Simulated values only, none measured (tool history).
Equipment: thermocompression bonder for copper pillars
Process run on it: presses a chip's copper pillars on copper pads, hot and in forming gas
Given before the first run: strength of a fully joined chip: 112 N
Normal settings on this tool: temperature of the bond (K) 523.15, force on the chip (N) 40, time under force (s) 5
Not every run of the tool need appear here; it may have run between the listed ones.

run,hour,temperature of the bond (K),force on the chip (N),time under force (s),force that shears a chip off (N)
1,0.0,523.15,40,5,75.1
2,30.9,523.15,40,5,76.1
3,77.2,523.15,40,5,74.9
4,126.8,523.15,40,6,78.1
5,188.7,523.15,40,6,76.4
6,246.2,523.15,40,6,75.5
7,301.8,523.15,40,6,76.1
8,361.6,523.15,40,6,76.0
9,410.0,551.15,40,5,91.5
# hour 415.2: forming gas filter changed
10,460.8,543.15,40,5,90.5
11,499.6,495.15,40,5,48.4
12,535.6,495.15,40,5,47.5
13,570.3,495.15,40,5,47.8
14,630.9,523.15,40,5,73.3
15,685.4,523.15,40,15,93.5
16,721.8,546.15,40,5,91.4
17,776.4,523.15,40,3,60.6
18,811.0,523.15,40,4,67.3
19,850.1,523.15,40,4,66.6
20,901.6,523.15,40,4,65.9
# hour 942.7: forming gas filter changed
21,942.7,526.15,43,12,95.3
22,983.5,499.15,49,13,78.5
23,1016.4,512.15,36,5,60.2
24,1050.4,505.15,40,5,57.0
25,1093.3,493.15,45,5,47.5
26,1125.2,493.15,45,5,47.8
27,1175.7,547.15,59,5,100.2
28,1229.8,504.15,31,3,37.8
29,1280.3,528.15,40,6,78.1
30,1314.3,528.15,40,6,77.9
31,1345.2,546.15,42,5,89.2
32,1409.3,496.15,49,3,42.3
33,1464.1,496.15,52,6,55.9
# hour 1467.9: forming gas filter changed
34,1496.4,528.15,33,4,67.9
35,1551.3,528.15,33,4,68.5
36,1582.4,528.15,43,14,96.0
37,1619.6,541.15,31,6,83.9
38,1663.1,526.15,31,6,69.0
39,1703.4,506.15,55,5,66.1

Consider 4 possible next runs. They are alternatives, not a sequence: every one starts from the tool as it was left by run 39. What does each give?
A,1745.2,543.15,40,5,?
B,1745.2,493.15,29,5,?
C,1745.2,523.15,34,5,?
D,1745.2,509.15,44,5,?

run,force that shears a chip off (N)
A,88.0
B,34.6
C,65.3
D,62.1
Had the tool no hidden state, the same runs would have come out as:
run,force that shears a chip off (N)
A,95.2
B,39.9
C,72.5
D,69.5

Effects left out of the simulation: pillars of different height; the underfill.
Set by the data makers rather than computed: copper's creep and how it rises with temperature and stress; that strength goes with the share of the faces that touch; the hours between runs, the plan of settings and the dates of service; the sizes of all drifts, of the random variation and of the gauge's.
